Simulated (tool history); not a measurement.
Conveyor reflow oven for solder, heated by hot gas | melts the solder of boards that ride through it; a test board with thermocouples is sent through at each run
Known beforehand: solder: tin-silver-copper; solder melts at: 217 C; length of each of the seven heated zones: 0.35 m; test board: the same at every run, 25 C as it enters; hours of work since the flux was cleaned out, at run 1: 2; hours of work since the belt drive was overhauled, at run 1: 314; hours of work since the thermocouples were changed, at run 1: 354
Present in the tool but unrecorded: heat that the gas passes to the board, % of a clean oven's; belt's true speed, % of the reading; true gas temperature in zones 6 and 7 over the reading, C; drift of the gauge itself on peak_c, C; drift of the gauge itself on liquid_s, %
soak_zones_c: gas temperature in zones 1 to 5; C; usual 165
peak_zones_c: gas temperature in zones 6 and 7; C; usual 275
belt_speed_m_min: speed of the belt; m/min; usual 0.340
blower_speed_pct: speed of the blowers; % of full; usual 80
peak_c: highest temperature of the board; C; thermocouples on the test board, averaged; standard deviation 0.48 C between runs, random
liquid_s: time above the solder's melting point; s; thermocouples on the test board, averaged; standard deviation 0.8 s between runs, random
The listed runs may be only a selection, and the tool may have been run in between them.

run,day,soak_zones_c,peak_zones_c,belt_speed_m_min,blower_speed_pct,hours of work since the flux was cleaned out,hours of work since the belt drive was overhauled,hours of work since the thermocouples were changed,peak_c,liquid_s
1,0.000,165,275,0.340,80,2,314,354,267.5,106.4
2,0.638,165,275,0.340,80,14,326,365,267.4,106.6
3,1.117,165,275,0.372,80,22,334,374,265.4,93.3
4,1.462,165,275,0.372,80,28,341,380,265.6,96.2
5,2.233,165,275,0.372,57,42,354,394,259.8,90.9
6,2.900,165,275,0.340,80,54,366,406,267.3,105.6
7,3.404,165,275,0.340,80,63,375,415,268.6,104.8
8,4.167,165,275,0.340,80,77,389,428,268.4,105.9
9,4.696,165,275,0.340,80,86,398,438,268.7,106.4
10,5.312,165,275,0.340,80,97,409,449,268.6,105.5
11,5.917,157,275,0.340,80,108,420,460,268.4,102.3
12,6.608,157,275,0.340,80,120,432,472,267.0,103.2
13,7.196,165,275,0.340,69,131,443,482,265.9,104.4
14,7.638,165,275,0.340,80,139,451,490,266.9,105.8
15,8.192,165,275,0.340,55,148,461,500,263.4,101.8
16,8.625,165,275,0.340,55,156,468,508,263.8,101.0
17,9.396,167,268,0.340,53,170,482,522,257.0,96.1
18,9.979,153,288,0.313,67,180,493,532,279.6,119.1
19,10.538,153,288,0.313,67,190,503,542,279.4,120.3
20,11.125,151,288,0.276,75,201,513,553,283.8,139.4
21,11.817,151,288,0.276,75,213,525,565,283.1,138.8
22,12.154,169,282,0.329,89,219,531,571,276.6,115.7
23,12.571,169,282,0.329,89,227,539,578,277.3,117.5
24,12.921,153,282,0.283,61,233,545,585,275.4,127.9
25,13.254,172,285,0.323,73,239,551,591,278.5,122.8
26,13.925,165,275,0.340,54,251,563,603,263.0,102.4
27,14.346,165,275,0.340,54,258,571,610,263.2,101.1

Run by run, hidden condition taken away, random variation retained:
run,peak_c,liquid_s
1,266.3,105.0
2,266.2,105.1
3,264.2,92.0
4,264.5,94.9
5,258.6,89.4
6,266.2,104.2
7,267.5,103.4
8,267.3,104.5
9,267.6,105.0
10,267.5,104.1
11,267.4,101.0
12,266.0,101.9
13,264.8,102.9
14,265.9,104.5
15,262.3,100.2
16,262.6,99.4
17,255.9,94.4
18,278.6,117.5
19,278.4,118.7
20,282.5,137.6
21,281.9,137.0
22,275.7,114.2
23,276.3,116.0
24,274.2,126.0
25,277.5,121.0
26,261.9,100.7
27,262.2,99.4
